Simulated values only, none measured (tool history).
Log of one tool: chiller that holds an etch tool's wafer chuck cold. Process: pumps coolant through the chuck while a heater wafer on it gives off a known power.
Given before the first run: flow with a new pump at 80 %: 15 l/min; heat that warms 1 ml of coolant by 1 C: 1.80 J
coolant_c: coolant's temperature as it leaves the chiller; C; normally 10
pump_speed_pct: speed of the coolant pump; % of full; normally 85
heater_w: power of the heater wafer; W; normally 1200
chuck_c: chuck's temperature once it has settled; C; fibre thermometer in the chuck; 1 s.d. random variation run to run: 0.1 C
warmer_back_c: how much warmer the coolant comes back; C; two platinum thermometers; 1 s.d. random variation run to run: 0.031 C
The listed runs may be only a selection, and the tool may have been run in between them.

run 1 hour=0.0 | coolant_c=10 pump_speed_pct=85 heater_w=1200 | chuck_c=23.4 warmer_back_c=2.50
run 2 hour=19.9 | coolant_c=10 pump_speed_pct=85 heater_w=1200 | chuck_c=23.2 warmer_back_c=2.49
run 3 hour=55.4 | coolant_c=10 pump_speed_pct=85 heater_w=1200 | chuck_c=23.3 warmer_back_c=2.48
run 4 hour=85.7 | coolant_c=10 pump_speed_pct=83 heater_w=1200 | chuck_c=23.8 warmer_back_c=2.55
run 5 hour=111.8 | coolant_c=10 pump_speed_pct=83 heater_w=1200 | chuck_c=23.5 warmer_back_c=2.58
run 6 hour=148.5 | coolant_c=19 pump_speed_pct=85 heater_w=1200 | chuck_c=32.5 warmer_back_c=2.46
run 7 hour=172.4 | coolant_c=19 pump_speed_pct=85 heater_w=1200 | chuck_c=32.4 warmer_back_c=2.52
run 8 hour=209.6 | coolant_c=19 pump_speed_pct=60 heater_w=1200 | chuck_c=35.8 warmer_back_c=3.77
run 9 hour=245.0 | coolant_c=19 pump_speed_pct=60 heater_w=1200 | chuck_c=35.8 warmer_back_c=3.74
run 10 hour=279.2 | coolant_c=10 pump_speed_pct=98 heater_w=1200 | chuck_c=22.3 warmer_back_c=2.12
run 11 hour=310.7 | coolant_c=10 pump_speed_pct=85 heater_w=961 | chuck_c=21.2 warmer_back_c=2.00
run 12 hour=343.9 | coolant_c=10 pump_speed_pct=85 heater_w=961 | chuck_c=20.9 warmer_back_c=2.10
run 13 hour=364.9 | coolant_c=10 pump_speed_pct=85 heater_w=961 | chuck_c=21.1 warmer_back_c=2.02
run 14 hour=400.7 | coolant_c=10 pump_speed_pct=85 heater_w=961 | chuck_c=20.9 warmer_back_c=2.05
run 15 hour=432.2 | coolant_c=12 pump_speed_pct=85 heater_w=1200 | chuck_c=25.8 warmer_back_c=2.59
run 16 hour=447.8 | coolant_c=12 pump_speed_pct=85 heater_w=1200 | chuck_c=26.0 warmer_back_c=2.55
run 17 hour=470.7 | coolant_c=20 pump_speed_pct=100 heater_w=736 | chuck_c=27.8 warmer_back_c=1.24
run 18 hour=505.2 | coolant_c=2 pump_speed_pct=79 heater_w=1200 | chuck_c=16.3 warmer_back_c=2.69
run 19 hour=527.1 | coolant_c=2 pump_speed_pct=79 heater_w=1200 | chuck_c=16.0 warmer_back_c=2.77
run 20 hour=548.3 | coolant_c=2 pump_speed_pct=78 heater_w=969 | chuck_c=13.4 warmer_back_c=2.22
run 21 hour=573.5 | coolant_c=2 pump_speed_pct=78 heater_w=969 | chuck_c=13.4 warmer_back_c=2.26
run 22 hour=595.9 | coolant_c=2 pump_speed_pct=68 heater_w=969 | chuck_c=14.5 warmer_back_c=2.60
run 23 hour=612.0 | coolant_c=5 pump_speed_pct=62 heater_w=1200 | chuck_c=21.6 warmer_back_c=3.56
run 24 hour=647.7 | coolant_c=17 pump_speed_pct=93 heater_w=1463 | chuck_c=32.7 warmer_back_c=2.80
run 25 hour=684.8 | coolant_c=1 pump_speed_pct=93 heater_w=984 | chuck_c=11.5 warmer_back_c=1.85
run 26 hour=712.0 | coolant_c=16 pump_speed_pct=85 heater_w=921 | chuck_c=26.4 warmer_back_c=1.88
run 27 hour=747.1 | coolant_c=13 pump_speed_pct=60 heater_w=921 | chuck_c=26.2 warmer_back_c=2.89
run 28 hour=775.5 | coolant_c=13 pump_speed_pct=71 heater_w=921 | chuck_c=24.9 warmer_back_c=2.37
run 29 hour=812.5 | coolant_c=13 pump_speed_pct=71 heater_w=921 | chuck_c=24.5 warmer_back_c=2.35

Withheld: 2 entries from between the runs. Position of each, and hidden state at the listed run before versus the listed run after:
Runs 11 to 12: chiller's thermometer calibrated (hour 313.7)
  heat passed by the chuck's channels, % of clean ones': 93.1 -> 93; flow at a given pump speed, % of a new pump's: 99.4 -> 99.3; coolant's true temperature over the reading, C: 0.25 -> 0.37
  measured result minus the result with no hidden state, chuck_c: +1.0 -> +1.1 C; warmer_back_c: +0.01 -> +0.01 C
Runs 17 to 18: chiller's thermometer calibrated, once more (hour 488.0)
  heat passed by the chuck's channels, % of clean ones': 92.5 -> 92.4; coolant's true temperature over the reading, C: 0.38 -> 0
  measured result minus the result with no hidden state, chuck_c: +0.9 -> +1.0 C; warmer_back_c: +0.01 -> +0.02 C
